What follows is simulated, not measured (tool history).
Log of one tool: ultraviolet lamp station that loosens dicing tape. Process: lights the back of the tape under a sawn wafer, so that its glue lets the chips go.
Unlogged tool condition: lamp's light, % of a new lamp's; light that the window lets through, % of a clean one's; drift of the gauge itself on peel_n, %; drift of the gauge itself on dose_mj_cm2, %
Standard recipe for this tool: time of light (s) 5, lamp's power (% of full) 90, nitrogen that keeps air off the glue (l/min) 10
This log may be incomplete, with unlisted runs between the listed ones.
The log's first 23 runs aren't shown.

run	hour	time of light (s)	lamp's power (% of full)	nitrogen that keeps air off the glue (l/min)	hours of work of the lamp	hours of work since the window was cleaned	force that peels the tape off (N)	light that reached the tape (mJ/cm²)
24	685.1	8	90	6	588	311	0.152	901
25	713.7	4	97	10	606	329	0.221	489
26	739.3	4	97	10	622	344	0.224	485
27	767.5	6	78	3	639	362	0.345	587
28	794.0	5	90	10	655	378	0.192	562
29	822.1	5	90	10	673	395	0.187	564
30	849.3	6	90	10	689	412	0.164	680
31	870.5	5	96	10	703	425	0.182	603
32	896.3	3	88	7	718	441	0.535	331
33	934.7	3	67	10	742	465	0.640	250
# hour 937.1: window cleaned of glue's vapour
34	970.5	9	96	6	764	21	0.146	1092
35	987.7	9	96	6	775	31	0.138	1086

Here are 3 independent what-if runs from the current tool condition. What would each one return?
A	1017.2	9	81	10	793	49	?	?
B	1017.2	3	65	6	793	49	?	?
C	1017.2	9	65	6	793	49	?	?

run	force that peels the tape off (N)	light that reached the tape (mJ/cm²)
A	0.153	916
B	0.934	240
C	0.172	734
The same runs, with their run-to-run variation unchanged, on a tool lacking any hidden condition would have given:
run	force that peels the tape off (N)	light that reached the tape (mJ/cm²)
A	0.153	918
B	0.932	241
C	0.171	735

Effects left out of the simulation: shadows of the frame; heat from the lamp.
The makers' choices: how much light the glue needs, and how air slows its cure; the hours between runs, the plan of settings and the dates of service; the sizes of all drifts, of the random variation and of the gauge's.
